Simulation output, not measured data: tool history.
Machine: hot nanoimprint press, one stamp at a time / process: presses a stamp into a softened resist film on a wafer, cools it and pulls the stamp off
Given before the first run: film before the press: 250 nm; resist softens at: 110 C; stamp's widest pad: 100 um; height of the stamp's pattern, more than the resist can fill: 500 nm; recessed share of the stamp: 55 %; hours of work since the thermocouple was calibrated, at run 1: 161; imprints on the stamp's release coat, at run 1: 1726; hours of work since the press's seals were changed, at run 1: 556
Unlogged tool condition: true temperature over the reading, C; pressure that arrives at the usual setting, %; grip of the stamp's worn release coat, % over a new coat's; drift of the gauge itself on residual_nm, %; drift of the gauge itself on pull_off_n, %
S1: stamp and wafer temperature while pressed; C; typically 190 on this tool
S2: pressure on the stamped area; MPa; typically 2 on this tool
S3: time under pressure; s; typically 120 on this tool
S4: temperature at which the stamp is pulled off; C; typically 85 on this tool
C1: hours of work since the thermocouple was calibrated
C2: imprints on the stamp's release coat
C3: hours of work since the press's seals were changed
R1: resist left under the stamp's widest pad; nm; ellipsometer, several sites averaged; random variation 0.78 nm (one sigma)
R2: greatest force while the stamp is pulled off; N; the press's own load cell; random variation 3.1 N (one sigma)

| run | hour | S1 | S2 | S3 | S4 | C1 | C2 | C3 | R1 | R2 |
|---|---|---|---|---|---|---|---|---|---|---|
| 1 | 0 | 190 | 2 | 120 | 85 | 161 | 1726 | 556 | 100.8 | 173 |
| 2 | 44.6 | 190 | 2 | 120 | 85 | 179 | 1784 | 575 | 100.4 | 173 |
| 3 | 82.8 | 190 | 2 | 120 | 85 | 195 | 1833 | 591 | 102.2 | 173 |
| 4 | 144.7 | 189 | 2 | 120 | 85 | 221 | 1914 | 617 | 103.6 | 166 |
| 5 | 191.1 | 189 | 2 | 102 | 85 | 241 | 1974 | 637 | 112.7 | 177 |
| 6 | 228.5 | 190 | 1.24 | 120 | 85 | 257 | 2022 | 652 | 128.8 | 181 |
|  | 286.6 | stamp cleaned and given a new release coat |
| 7 | 286.6 | 190 | 2 | 236 | 85 | 278 | 0 | 674 | 78.2 | 144 |
| 8 | 346.5 | 187 | 2 | 236 | 85 | 303 | 78 | 699 | 91.9 | 147 |
| 9 | 380.3 | 187 | 2 | 155 | 85 | 318 | 122 | 713 | 105.6 | 147 |
| 10 | 439.9 | 187 | 2 | 155 | 85 | 343 | 199 | 738 | 106.5 | 150 |
| 11 | 480.2 | 187 | 2 | 155 | 85 | 359 | 252 | 755 | 104.3 | 154 |
| 12 | 544.4 | 190 | 2 | 120 | 85 | 386 | 335 | 782 | 103.5 | 153 |
| 13 | 602.2 | 190 | 2 | 120 | 85 | 411 | 410 | 806 | 103.5 | 154 |
| 14 | 656.2 | 190 | 2 | 120 | 85 | 433 | 480 | 829 | 103.4 | 161 |
| 15 | 707.5 | 182 | 2 | 120 | 85 | 455 | 547 | 850 | 141.5 | 149 |
| 16 | 741.1 | 182 | 2 | 120 | 85 | 469 | 591 | 865 | 141.1 | 159 |
| 17 | 773.7 | 182 | 1.38 | 120 | 83 | 482 | 633 | 878 | 164.8 | 161 |

The next listed run, before its measurement:
| 18 | 827.2 | 182 | 1.38 | 120 | 83 | 505 | 702 | 901 | ? | ? |

{"run 18": {"R1": 164.2, "R2": 160}}
Take away the tool's hidden state, keep the run-to-run variation as it was, and the same run would have given R1 158.6 nm, R2 149 N.

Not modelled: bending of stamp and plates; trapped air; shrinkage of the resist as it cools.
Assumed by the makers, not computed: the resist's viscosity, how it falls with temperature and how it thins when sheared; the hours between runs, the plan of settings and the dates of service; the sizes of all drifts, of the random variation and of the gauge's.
